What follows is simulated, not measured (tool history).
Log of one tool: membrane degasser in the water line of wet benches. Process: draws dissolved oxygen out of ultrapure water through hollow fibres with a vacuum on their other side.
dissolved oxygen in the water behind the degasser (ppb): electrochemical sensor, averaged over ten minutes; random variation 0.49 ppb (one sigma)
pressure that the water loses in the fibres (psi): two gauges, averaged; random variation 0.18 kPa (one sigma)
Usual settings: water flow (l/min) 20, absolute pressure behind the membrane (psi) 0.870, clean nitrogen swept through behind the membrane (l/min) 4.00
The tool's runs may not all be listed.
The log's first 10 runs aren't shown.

run    hour  water flow (l/min)  absolute pressure behind the membrane (psi)  clean nitrogen swept through behind the membrane (l/min)  hours since the membrane was changed  hours since the vacuum gauge was calibrated  hours since the vacuum lines were made tight  dissolved oxygen in the water behind the degasser (ppb)  pressure that the water loses in the fibres (psi)
 11   345.1                  20                                        0.870                                                      1.83                                  1600                                          436                                          9293                                                     76.8                                              4.432
 12   381.8                  20                                        0.870                                                      1.83                                  1637                                          472                                          9329                                                     78.0                                              4.447
 13   423.3                  20                                        0.870                                                      1.83                                  1678                                          514                                          9371                                                     77.2                                              4.406
 14   450.8                  20                                        0.870                                                      1.83                                  1706                                          541                                          9398                                                     77.1                                              4.472
 15   487.3                  20                                        0.870                                                      4.00                                  1742                                          578                                          9435                                                     39.4                                              4.480
 16   526.5                  20                                        0.870                                                      4.00                                  1782                                          617                                          9474                                                     39.6                                              4.431
      530.8  -- vacuum gauge calibrated
 17   572.2                  20                                        0.870                                                      2.94                                  1827                                           41                                          9519                                                     50.5                                              4.479
 18   593.3                  20                                        1.777                                                      4.00                                  1848                                           63                                          9540                                                    115.1                                              4.483
 19   621.3                  20                                        0.870                                                      3.10                                  1876                                           91                                          9568                                                     49.3                                              4.447
 20   658.2                  20                                        0.870                                                      3.10                                  1913                                          127                                          9605                                                     48.7                                              4.443
      664.6  -- vacuum gauge calibrated, once more
 21   681.1                  23                                        0.920                                                      8.76                                  1935                                           17                                          9628                                                     30.5                                              5.146
 22   708.5                  24                                        1.371                                                      3.38                                  1963                                           44                                          9655                                                    117.0                                              5.336
 23   750.2                  24                                        1.371                                                      3.38                                  2004                                           86                                          9697                                                    117.7                                              5.352
 24   780.3                  20                                        0.745                                                      4.00                                  2034                                          116                                          9727                                                     29.5                                              4.445
 25   813.4                  13                                        0.986                                                      4.00                                  2067                                          149                                          9760                                                     29.7                                              2.908
 26   853.1                  20                                        1.107                                                      2.15                                  2107                                          189                                          9800                                                    103.1                                              4.498
 27   893.5                  20                                        0.870                                                      3.96                                  2148                                          229                                          9840                                                     41.0                                              4.451
 28   937.8                  16                                        1.065                                                      5.08                                  2192                                          273                                          9884                                                     34.8                                              3.540
 29   974.0                  20                                        1.165                                                      4.00                                  2228                                          309                                          9920                                                     64.5                                              4.445
 30  1000.2                  20                                        1.165                                                      4.00                                  2254                                          336                                          9947                                                     65.5                                              4.460
 31  1019.9                  20                                        1.165                                                      4.00                                  2274                                          355                                          9966                                                     64.3                                              4.451

5 ways to go on from here, each from the tool as it stands after run 31. What would each give?
  A  1053.8                  20                                        0.658                                                      2.31                                  2308                                          389                                         10000                                                        ?                                                  ?
  B  1053.8                  28                                        0.689                                                     10.06                                  2308                                          389                                         10000                                                        ?                                                  ?
  C  1053.8                  12                                        2.055                                                      4.00                                  2308                                          389                                         10000                                                        ?                                                  ?
  D  1053.8                  13                                        0.870                                                      1.72                                  2308                                          389                                         10000                                                        ?                                                  ?
  E  1053.8                  20                                        0.963                                                      3.08                                  2308                                          389                                         10000                                                        ?                                                  ?

run  dissolved oxygen in the water behind the degasser (ppb)  pressure that the water loses in the fibres (psi)
  A                                                     33.1                                              4.482
  B                                                     34.1                                              6.213
  C                                                     84.2                                              2.656
  D                                                     52.0                                              2.914
  E                                                     59.9                                              4.448
Without the tool's hidden state the same runs would have given:
run  dissolved oxygen in the water behind the degasser (ppb)  pressure that the water loses in the fibres (psi)
  A                                                     31.7                                              4.431
  B                                                     32.3                                              6.144
  C                                                     81.4                                              2.627
  D                                                     50.2                                              2.882
  E                                                     58.1                                              4.399
